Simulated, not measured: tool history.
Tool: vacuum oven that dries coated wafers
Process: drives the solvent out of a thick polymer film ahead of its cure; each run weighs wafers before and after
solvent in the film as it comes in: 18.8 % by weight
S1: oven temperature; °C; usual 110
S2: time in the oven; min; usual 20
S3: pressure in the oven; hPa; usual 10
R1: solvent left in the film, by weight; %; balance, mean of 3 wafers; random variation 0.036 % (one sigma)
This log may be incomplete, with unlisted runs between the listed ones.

{"run": 1, "hour": 0.0, "S1": 110, "S2": 20, "S3": 10, "R1": 3.93}
{"run": 2, "hour": 55.1, "S1": 110, "S2": 20, "S3": 10, "R1": 3.85}
{"run": 3, "hour": 133.6, "S1": 110, "S2": 20, "S3": 10, "R1": 3.83}
{"run": 4, "hour": 206.9, "S1": 110, "S2": 20, "S3": 10, "R1": 3.9}
{"run": 5, "hour": 279.0, "S1": 110, "S2": 20, "S3": 10, "R1": 3.95}
{"run": 6, "hour": 345.3, "S1": 110, "S2": 20, "S3": 10, "R1": 3.97}
{"run": 7, "hour": 413.2, "S1": 110, "S2": 20, "S3": 10, "R1": 3.91}
{"run": 8, "hour": 489.7, "S1": 110, "S2": 20, "S3": 10, "R1": 3.93}
{"hour": 548.8, "done": "oven's thermocouples calibrated"}
{"run": 9, "hour": 590.0, "S1": 110, "S2": 20, "S3": 7.8, "R1": 3.54}
{"run": 10, "hour": 695.6, "S1": 110, "S2": 20, "S3": 10, "R1": 3.6}
{"run": 11, "hour": 786.2, "S1": 110, "S2": 20, "S3": 10, "R1": 3.67}
{"run": 12, "hour": 861.2, "S1": 110, "S2": 20, "S3": 10, "R1": 3.64}
{"run": 13, "hour": 903.9, "S1": 110, "S2": 20, "S3": 10, "R1": 3.66}
{"run": 14, "hour": 1001.9, "S1": 110, "S2": 20, "S3": 10, "R1": 3.72}
{"run": 15, "hour": 1060.2, "S1": 110, "S2": 20, "S3": 10, "R1": 3.69}
{"run": 16, "hour": 1111.3, "S1": 110, "S2": 20, "S3": 10, "R1": 3.66}

Predict the results of run 17:
{"run": 17, "hour": 1214.6, "S1": 110, "S2": 20, "S3": 7.1, "R1": "?"}

R1: 3.59 %
Had the tool carried no hidden state, the very same run would have given R1 3.67 %.
